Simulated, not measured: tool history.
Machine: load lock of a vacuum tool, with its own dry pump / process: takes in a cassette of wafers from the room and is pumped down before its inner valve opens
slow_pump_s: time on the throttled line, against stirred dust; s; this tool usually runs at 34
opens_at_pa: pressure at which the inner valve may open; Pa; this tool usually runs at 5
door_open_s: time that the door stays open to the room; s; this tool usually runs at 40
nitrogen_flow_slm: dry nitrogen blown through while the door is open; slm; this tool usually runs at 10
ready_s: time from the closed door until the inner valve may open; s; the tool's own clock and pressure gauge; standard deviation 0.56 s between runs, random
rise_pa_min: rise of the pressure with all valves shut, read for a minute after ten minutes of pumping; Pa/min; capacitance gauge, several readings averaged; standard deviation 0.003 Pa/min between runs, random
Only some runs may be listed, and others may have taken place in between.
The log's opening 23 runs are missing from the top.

| run | hour | slow_pump_s | opens_at_pa | door_open_s | nitrogen_flow_slm | incoming humidity of the room's air, % | ready_s | rise_pa_min |
|---|---|---|---|---|---|---|---|---|
| 24 | 7616.8 | 34 | 5 | 191 | 10 | 44.3 | 85.6 | 0.064 |
| 25 | 7834.8 | 34 | 5 | 191 | 10 | 46.8 | 86.7 | 0.063 |
| 26 | 8213.0 | 22 | 7 | 45 | 22 | 48.2 | 75.3 | 0.043 |
| 27 | 8490.3 | 22 | 7 | 45 | 22 | 45.4 | 77.2 | 0.048 |
| 28 | 8840.3 | 19 | 7 | 64 | 24 | 47.6 | 75.1 | 0.059 |
| 29 | 9171.0 | 19 | 7 | 64 | 24 | 47.1 | 76.0 | 0.061 |
| 30 | 9429.5 | 19 | 7 | 64 | 24 | 45.6 | 75.7 | 0.070 |
| 31 | 9643.1 | 19 | 7 | 38 | 24 | 46.1 | 76.3 | 0.067 |
| 32 | 10050.5 | 23 | 5 | 40 | 10 | 45.9 | 81.3 | 0.090 |
| 33 | 10398.3 | 43 | 5 | 26 | 10 | 43.7 | 95.0 | 0.090 |
| 34 | 10761.3 | 43 | 10 | 26 | 14 | 45.7 | 90.9 | 0.102 |
| 35 | 10971.6 | 43 | 10 | 26 | 14 | 47.3 | 90.1 | 0.105 |
| 36 | 11203.3 | 19 | 10 | 26 | 14 | 43.2 | 76.9 | 0.114 |
| 37 | 11557.8 | 19 | 10 | 26 | 14 | 49.9 | 77.3 | 0.128 |

Here are 4 independent what-if runs from the current tool condition. What would each one return?
| A | 11733.7 | 51 | 5 | 47 | 4 | 46.8 | ? | ? |
| B | 11733.7 | 39 | 10 | 26 | 14 | 45.3 | ? | ? |
| C | 11733.7 | 21 | 5 | 103 | 14 | 46.9 | ? | ? |
| D | 11733.7 | 19 | 4 | 26 | 6 | 43.7 | ? | ? |

| run | ready_s | rise_pa_min |
|---|---|---|
| A | 102.9 | 0.142 |
| B | 89.9 | 0.131 |
| C | 83.3 | 0.145 |
| D | 83.6 | 0.131 |
What these runs would have given with no unlogged condition in the tool:
| run | ready_s | rise_pa_min |
|---|---|---|
| A | 90.8 | 0.032 |
| B | 77.9 | 0.018 |
| C | 68.6 | 0.034 |
| D | 68.3 | 0.020 |
